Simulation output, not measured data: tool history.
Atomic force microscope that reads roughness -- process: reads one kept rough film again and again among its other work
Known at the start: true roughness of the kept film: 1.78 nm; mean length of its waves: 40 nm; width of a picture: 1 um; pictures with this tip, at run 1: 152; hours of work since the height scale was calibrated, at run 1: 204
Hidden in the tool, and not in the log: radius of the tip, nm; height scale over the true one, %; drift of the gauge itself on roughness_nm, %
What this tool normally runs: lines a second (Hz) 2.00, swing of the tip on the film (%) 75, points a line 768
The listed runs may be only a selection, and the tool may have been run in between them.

run   hour  lines a second (Hz)  swing of the tip on the film (%)  points a line  pictures with this tip  hours of work since the height scale was calibrated  roughness of the kept film (nm (root mean square))
  1    0.0                 2.00                                75            768                     152                                                  204                                               1.519
  2   28.5                 2.00                                75            768                     174                                                  218                                               1.503
  3   41.1                 2.00                                75            694                     184                                                  225                                               1.501
  4   62.9                 2.00                                75            796                     201                                                  236                                               1.492
  5   89.5                 2.00                                75            796                     222                                                  249                                               1.470
  6  109.7                 2.00                                75            524                     238                                                  259                                               1.472
  7  123.7                 1.98                                75            524                     249                                                  267                                               1.471
  8  144.5                 3.18                                56            866                     265                                                  277                                               1.501
  9  161.2                 1.16                                61            453                     278                                                  286                                               1.537
     163.7  -- new tip fitted
     164.7  -- height scale calibrated on a step standard
 10  184.5                 1.16                                61            453                      15                                                   10                                               1.677
 11  212.7                 1.14                                75            768                      37                                                   24                                               1.640
 12  239.8                 1.14                                70            603                      58                                                   38                                               1.635

Forecast run 13:
 13  253.4                 2.53                                75            514                      69                                                   45                                                   ?

roughness of the kept film (nm (root mean square)): 1.536
The same run, on a tool lacking any hidden state, would have yielded roughness of the kept film (nm (root mean square)) 1.564.

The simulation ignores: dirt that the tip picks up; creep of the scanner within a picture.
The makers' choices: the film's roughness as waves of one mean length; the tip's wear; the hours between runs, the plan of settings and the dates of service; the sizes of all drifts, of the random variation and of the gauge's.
